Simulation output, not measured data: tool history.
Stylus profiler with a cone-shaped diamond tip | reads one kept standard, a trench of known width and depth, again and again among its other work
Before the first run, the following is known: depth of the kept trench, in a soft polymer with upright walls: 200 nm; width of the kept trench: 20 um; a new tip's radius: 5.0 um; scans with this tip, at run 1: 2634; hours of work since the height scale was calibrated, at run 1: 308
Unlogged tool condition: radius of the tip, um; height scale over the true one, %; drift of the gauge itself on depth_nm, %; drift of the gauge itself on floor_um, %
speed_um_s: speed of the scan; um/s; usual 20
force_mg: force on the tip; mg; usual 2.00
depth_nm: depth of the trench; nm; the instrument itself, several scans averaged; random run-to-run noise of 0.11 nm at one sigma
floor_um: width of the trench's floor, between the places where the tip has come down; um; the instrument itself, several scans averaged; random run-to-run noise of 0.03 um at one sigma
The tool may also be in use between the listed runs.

| run | day | speed_um_s | force_mg | scans with this tip | hours of work since the height scale was calibrated | depth_nm | floor_um |
|---|---|---|---|---|---|---|---|
| 1 | 0.000 | 20 | 2.00 | 2634 | 308 | 202.78 | 16.62 |
| 2 | 1.083 | 20 | 2.98 | 2800 | 327 | 203.69 | 16.60 |
| 3 | 2.183 | 20 | 2.98 | 2969 | 347 | 203.59 | 16.59 |
| 4 | 3.396 | 20 | 2.98 | 3156 | 369 | 203.63 | 16.54 |
| 5 | 4.712 | 20 | 2.00 | 3358 | 392 | 202.62 | 16.50 |
| 6 | 5.588 | 20 | 2.00 | 3492 | 408 | 202.70 | 16.53 |
| 7 | 6.454 | 20 | 0.84 | 3626 | 423 | 201.35 | 16.33 |
| 8 | 7.138 | 20 | 0.84 | 3731 | 436 | 201.43 | 16.41 |
| 9 | 7.917 | 20 | 2.00 | 3850 | 450 | 202.64 | 16.42 |
| 10 | 9.554 | 34 | 2.00 | 4103 | 479 | 202.54 | 16.30 |
| 11 | 10.700 | 64 | 2.00 | 4278 | 500 | 202.56 | 16.09 |
| 12 | 11.388 | 29 | 1.28 | 4384 | 512 | 201.99 | 16.20 |
|  | 11.529 | height scale calibrated on a step standard |
| 13 | 12.683 | 29 | 1.28 | 4580 | 21 | 201.86 | 16.20 |
| 14 | 13.533 | 31 | 2.00 | 4711 | 36 | 202.48 | 16.23 |
| 15 | 14.950 | 31 | 2.00 | 4928 | 61 | 202.56 | 16.25 |
| 16 | 16.250 | 73 | 1.80 | 5128 | 85 | 202.37 | 15.85 |
| 17 | 17.304 | 73 | 1.80 | 5290 | 104 | 202.41 | 15.88 |
|  | 17.600 | height scale calibrated on a step standard, once more |
| 18 | 18.112 | 73 | 1.80 | 5411 | 9 | 202.62 | 15.77 |
| 19 | 18.846 | 74 | 2.91 | 5524 | 22 | 203.68 | 15.93 |
| 20 | 20.167 | 74 | 2.91 | 5727 | 46 | 203.75 | 15.94 |
| 21 | 21.142 | 20 | 2.11 | 5877 | 64 | 202.84 | 16.19 |

5 options for the next run, each taken on its own from the tool as it stands now. Forecast them:
| A | 22.317 | 14 | 2.11 | 6057 | 85 | ? | ? |
| B | 22.317 | 6 | 2.54 | 6057 | 85 | ? | ? |
| C | 22.317 | 15 | 3.58 | 6057 | 85 | ? | ? |
| D | 22.317 | 20 | 0.96 | 6057 | 85 | ? | ? |
| E | 22.317 | 20 | 3.37 | 6057 | 85 | ? | ? |

| run | depth_nm | floor_um |
|---|---|---|
| A | 203.09 | 16.21 |
| B | 203.18 | 16.24 |
| C | 204.36 | 16.20 |
| D | 201.80 | 16.05 |
| E | 203.87 | 16.16 |
Had the tool no hidden state, the same runs would have come out as:
| run | depth_nm | floor_um |
|---|---|---|
| A | 203.24 | 17.16 |
| B | 203.33 | 17.18 |
| C | 204.51 | 17.14 |
| D | 201.96 | 16.99 |
| E | 204.02 | 17.10 |
